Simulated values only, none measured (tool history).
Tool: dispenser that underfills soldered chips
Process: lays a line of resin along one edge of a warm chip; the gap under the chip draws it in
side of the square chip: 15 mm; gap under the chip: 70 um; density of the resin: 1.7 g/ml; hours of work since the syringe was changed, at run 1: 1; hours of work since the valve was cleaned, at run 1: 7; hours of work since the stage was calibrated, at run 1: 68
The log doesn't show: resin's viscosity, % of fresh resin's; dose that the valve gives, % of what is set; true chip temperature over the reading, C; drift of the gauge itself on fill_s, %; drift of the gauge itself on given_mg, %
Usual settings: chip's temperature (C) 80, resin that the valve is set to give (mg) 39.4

| run | hour | chip's temperature (C) | resin that the valve is set to give (mg) | hours of work since the syringe was changed | hours of work since the valve was cleaned | hours of work since the stage was calibrated | time until the resin shows at the far edge (s) | resin that the valve gave (mg) |
|---|---|---|---|---|---|---|---|---|
| 1 | 0 | 80 | 39.4 | 1 | 7 | 68 | 60 | 39.04 |
| 2 | 5.3 | 80 | 39.4 | 5 | 11 | 73 | 75.2 | 38.79 |
|  | 10.3 | new syringe of resin |
| 3 | 12.6 | 78 | 39.4 | 2 | 17 | 78 | 69 | 38.59 |
| 4 | 16.5 | 78 | 39.4 | 5 | 20 | 81 | 83.7 | 38.83 |
|  | 21 | new syringe of resin |
| 5 | 23.9 | 80 | 39.4 | 2 | 25 | 87 | 65.5 | 38.27 |
| 6 | 29.7 | 80 | 39.4 | 7 | 30 | 91 | 84.6 | 38.1 |
|  | 32.3 | new syringe of resin |
| 7 | 35.8 | 80 | 39.4 | 3 | 34 | 96 | 66.4 | 38.14 |
| 8 | 41.7 | 80 | 39.4 | 7 | 39 | 101 | 89.1 | 37.9 |
|  | 43.2 | new syringe of resin |
| 9 | 45.3 | 80 | 39.4 | 2 | 42 | 103 | 63.9 | 37.72 |
| 10 | 51.9 | 80 | 39.4 | 7 | 47 | 109 | 84.8 | 37.56 |
|  | 54.6 | new syringe of resin |
| 11 | 58.4 | 78 | 39.4 | 3 | 52 | 113 | 72.2 | 37.36 |
| 12 | 64.5 | 78 | 39.4 | 8 | 57 | 118 | 94.3 | 37.2 |
|  | 65.5 | new syringe of resin |
| 13 | 71.1 | 78 | 39.4 | 4 | 62 | 123 | 79.1 | 37.05 |
|  | 73.6 | dispensing valve cleaned and set on the balance |
| 14 | 75.5 | 78 | 39.4 | 7 | 2 | 126 | 90.8 | 39.19 |
|  | 77.4 | new syringe of resin |
| 15 | 79.7 | 91 | 38.3 | 2 | 5 | 129 | 43 | 37.92 |
| 16 | 83.6 | 80 | 38.3 | 5 | 8 | 132 | 74.6 | 37.83 |
|  | 88.5 | new syringe of resin |
| 17 | 90.2 | 80 | 38.3 | 1 | 13 | 137 | 62.1 | 37.95 |
| 18 | 95.2 | 80 | 43.3 | 5 | 17 | 141 | 74.4 | 42.64 |
|  | 99.3 | new syringe of resin |
| 19 | 99.9 | 80 | 43.3 | 0 | 20 | 145 | 57.6 | 42.55 |
| 20 | 103.2 | 80 | 43.3 | 3 | 23 | 147 | 67.5 | 42.28 |
| 21 | 108.3 | 80 | 43.3 | 7 | 27 | 151 | 84.3 | 42.63 |
|  | 110.3 | new syringe of resin |
| 22 | 112.3 | 79 | 42.7 | 2 | 30 | 154 | 63 | 41.27 |
| 23 | 119.5 | 75 | 46.2 | 7 | 35 | 160 | 97.7 | 44.66 |
|  | 121.1 | new syringe of resin |
| 24 | 126 | 93 | 45.2 | 4 | 40 | 165 | 45.6 | 43.73 |
| 25 | 131.4 | 93 | 45.2 | 8 | 45 | 169 | 57.1 | 43.17 |
|  | 132 | new syringe of resin |
| 26 | 137.1 | 93 | 45.2 | 4 | 49 | 173 | 45.3 | 43.31 |
|  | 142.9 | new syringe of resin |
| 27 | 143.7 | 80 | 34.9 | 1 | 54 | 178 | 61.9 | 33.01 |

Measured less the same run without the tool's hidden state. The same run-to-run variation is in both; the gauge's scatter may not be:
| run | time until the resin shows at the far edge (s) | resin that the valve gave (mg) |
|---|---|---|
| 1 | +1.3 | -0.31 |
| 2 | +16.3 | -0.45 |
| 3 | +6.2 | -0.67 |
| 4 | +18.8 | -0.79 |
| 5 | +6.5 | -0.99 |
| 6 | +25.3 | -1.16 |
| 7 | +9.4 | -1.32 |
| 8 | +29.6 | -1.49 |
| 9 | +4.7 | -1.58 |
| 10 | +25.2 | -1.77 |
| 11 | +9.3 | -1.94 |
| 12 | +30.9 | -2.1 |
| 13 | +15.5 | -2.28 |
| 14 | +26.7 | -0.09 |
| 15 | +2.2 | -0.2 |
| 16 | +14.8 | -0.3 |
| 17 | +2 | -0.47 |
| 18 | +16 | -0.69 |
| 19 | -0.3 | -0.82 |
| 20 | +8.5 | -0.9 |
| 21 | +25.1 | -1.07 |
| 22 | +2.6 | -1.16 |
| 23 | +28.8 | -1.5 |
| 24 | +7.8 | -1.68 |
| 25 | +19.3 | -1.83 |
| 26 | +7.7 | -2.01 |
| 27 | +0.2 | -1.71 |
